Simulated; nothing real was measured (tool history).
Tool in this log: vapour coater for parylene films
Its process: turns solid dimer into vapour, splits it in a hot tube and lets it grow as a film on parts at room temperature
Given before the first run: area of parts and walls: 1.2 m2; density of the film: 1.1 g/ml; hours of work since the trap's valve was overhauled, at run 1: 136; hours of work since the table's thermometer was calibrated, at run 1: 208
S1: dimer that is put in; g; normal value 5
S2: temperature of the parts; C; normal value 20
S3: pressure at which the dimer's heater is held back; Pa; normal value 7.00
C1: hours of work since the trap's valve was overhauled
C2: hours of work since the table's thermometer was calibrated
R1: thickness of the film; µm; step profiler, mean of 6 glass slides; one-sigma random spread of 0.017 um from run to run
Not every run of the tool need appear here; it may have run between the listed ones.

run 1 hour=0.0 | S1=5 S2=20 S3=7.00 | C1=136 C2=208 | R1=2.36
run 2 hour=52.5 | S1=5 S2=20 S3=7.00 | C1=159 C2=231 | R1=2.34
run 3 hour=113.3 | S1=6 S2=20 S3=7.00 | C1=186 C2=258 | R1=2.80
run 4 hour=184.4 | S1=5 S2=20 S3=7.00 | C1=217 C2=289 | R1=2.34
run 5 hour=226.2 | S1=5 S2=25 S3=7.00 | C1=235 C2=307 | R1=1.79
-- hour=252.1 trap's valve overhauled
run 6 hour=302.9 | S1=5 S2=20 S3=7.00 | C1=22 C2=339 | R1=2.46
run 7 hour=372.6 | S1=5 S2=18 S3=7.00 | C1=53 C2=370 | R1=2.67
run 8 hour=411.2 | S1=5 S2=20 S3=7.00 | C1=70 C2=387 | R1=2.41
run 9 hour=490.1 | S1=5 S2=20 S3=7.00 | C1=104 C2=421 | R1=2.42
run 10 hour=563.0 | S1=5 S2=20 S3=7.00 | C1=136 C2=453 | R1=2.37
run 11 hour=625.7 | S1=5 S2=20 S3=7.00 | C1=164 C2=481 | R1=2.31
run 12 hour=674.9 | S1=5 S2=20 S3=7.00 | C1=185 C2=502 | R1=2.31
run 13 hour=717.3 | S1=5 S2=15 S3=7.00 | C1=204 C2=521 | R1=2.91
run 14 hour=793.0 | S1=5 S2=20 S3=5.48 | C1=237 C2=554 | R1=2.29
-- hour=810.1 trap's valve overhauled
run 15 hour=860.1 | S1=4 S2=20 S3=7.00 | C1=22 C2=582 | R1=1.96
run 16 hour=916.1 | S1=5 S2=20 S3=7.00 | C1=47 C2=606 | R1=2.41
run 17 hour=990.5 | S1=5 S2=20 S3=10.76 | C1=79 C2=639 | R1=2.32
run 18 hour=1046.1 | S1=5 S2=20 S3=2.70 | C1=104 C2=664 | R1=2.53
run 19 hour=1108.1 | S1=5 S2=20 S3=2.70 | C1=131 C2=691 | R1=2.53
run 20 hour=1169.2 | S1=5 S2=20 S3=2.70 | C1=158 C2=718 | R1=2.48
run 21 hour=1247.5 | S1=5 S2=20 S3=2.70 | C1=192 C2=752 | R1=2.45
run 22 hour=1302.7 | S1=5 S2=20 S3=2.70 | C1=216 C2=776 | R1=2.45
run 23 hour=1340.7 | S1=5 S2=20 S3=2.70 | C1=233 C2=793 | R1=2.40
-- hour=1369.5 trap's valve overhauled
run 24 hour=1405.7 | S1=5 S2=20 S3=2.70 | C1=16 C2=820 | R1=2.62
run 25 hour=1460.6 | S1=5 S2=20 S3=2.70 | C1=40 C2=844 | R1=2.59
run 26 hour=1534.9 | S1=3 S2=18 S3=7.00 | C1=73 C2=876 | R1=1.57
run 27 hour=1584.8 | S1=3 S2=14 S3=11.19 | C1=94 C2=898 | R1=1.83
run 28 hour=1645.1 | S1=3 S2=23 S3=11.19 | C1=121 C2=925 | R1=1.16
run 29 hour=1686.2 | S1=3 S2=24 S3=10.61 | C1=139 C2=943 | R1=1.11
run 30 hour=1731.1 | S1=3 S2=24 S3=10.61 | C1=159 C2=962 | R1=1.10
run 31 hour=1812.6 | S1=5 S2=22 S3=5.70 | C1=194 C2=998 | R1=2.10
run 32 hour=1886.4 | S1=8 S2=24 S3=11.01 | C1=227 C2=1030 | R1=2.87
-- hour=1931.3 trap's valve overhauled
run 33 hour=1952.4 | S1=3 S2=20 S3=7.00 | C1=9 C2=1058 | R1=1.45
run 34 hour=1993.2 | S1=3 S2=23 S3=7.00 | C1=27 C2=1076 | R1=1.25
run 35 hour=2057.6 | S1=5 S2=20 S3=7.00 | C1=55 C2=1104 | R1=2.39
run 36 hour=2111.4 | S1=5 S2=13 S3=10.00 | C1=79 C2=1127 | R1=3.26
run 37 hour=2173.5 | S1=5 S2=13 S3=10.00 | C1=106 C2=1155 | R1=3.26
run 38 hour=2227.1 | S1=6 S2=29 S3=4.00 | C1=130 C2=1178 | R1=1.89
run 39 hour=2270.8 | S1=6 S2=29 S3=4.00 | C1=149 C2=1197 | R1=1.88
run 40 hour=2304.0 | S1=5 S2=20 S3=2.82 | C1=163 C2=1212 | R1=2.47

Run 41 has not been measured yet. What should we expect?
run 41 hour=2360.1 | S1=3 S2=19 S3=4.07 | C1=188 C2=1236 | R1=?

Run 41 produced R1 1.47 µm.
Without the tool's hidden state the same run would have given R1 1.61 µm.
